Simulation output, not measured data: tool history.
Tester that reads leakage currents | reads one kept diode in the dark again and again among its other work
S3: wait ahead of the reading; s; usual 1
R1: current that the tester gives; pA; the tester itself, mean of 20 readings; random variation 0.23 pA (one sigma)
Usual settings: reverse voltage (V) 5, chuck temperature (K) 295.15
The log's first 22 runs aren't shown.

Run 23, hour 912.1: usual settings but reverse voltage (V) 7.78, chuck temperature (K) 308.15, S3 3.05 s. Result: R1 274.8 pA.
Run 24, hour 964.2: usual settings but reverse voltage (V) 7.78, chuck temperature (K) 308.15, S3 3.05 s. Result: R1 273.37 pA.
Run 25, hour 994.7: usual settings but S3 8.36 s. Result: R1 72.14 pA.
Run 26, hour 1037.7: usual settings but reverse voltage (V) 4.62, S3 0.86 s. Result: R1 69.21 pA.
Run 27, hour 1061.6: usual settings but chuck temperature (K) 298.15, S3 0.69 s. Result: R1 93.45 pA.
Run 28, hour 1110.4: usual settings but chuck temperature (K) 298.15, S3 0.76 s. Result: R1 93.67 pA.
Run 29, hour 1156.7: usual settings but reverse voltage (V) 7.31, chuck temperature (K) 298.15, S3 2.18 s. Result: R1 114.41 pA.
Run 30, hour 1187.2: usual settings but reverse voltage (V) 7.31, chuck temperature (K) 298.15, S3 2.18 s. Result: R1 114.89 pA.
Run 31, hour 1220.9: usual settings but reverse voltage (V) 1.78, chuck temperature (K) 320.15, S3 5.67 s. Result: R1 313.82 pA.
Run 32, hour 1255.1: usual settings but reverse voltage (V) 1.78, chuck temperature (K) 320.15, S3 5.67 s. Result: R1 315.27 pA.
Run 33, hour 1286.4: usual settings but S3 7.16 s. Result: R1 71.19 pA.
Run 34, hour 1314.7: usual settings but reverse voltage (V) 1.31, chuck temperature (K) 321.15, S3 0.56 s. Result: R1 288.4 pA.

Run 35 comes next. What will it give?
Run 35, hour 1350.6: usual settings but reverse voltage (V) 4.05, chuck temperature (K) 319.15, S3 0.71 s. Result: R1 ?.

Run 35 gave R1 452.29 pA.
Without the tool's hidden state the same run would have given R1 490.09 pA.

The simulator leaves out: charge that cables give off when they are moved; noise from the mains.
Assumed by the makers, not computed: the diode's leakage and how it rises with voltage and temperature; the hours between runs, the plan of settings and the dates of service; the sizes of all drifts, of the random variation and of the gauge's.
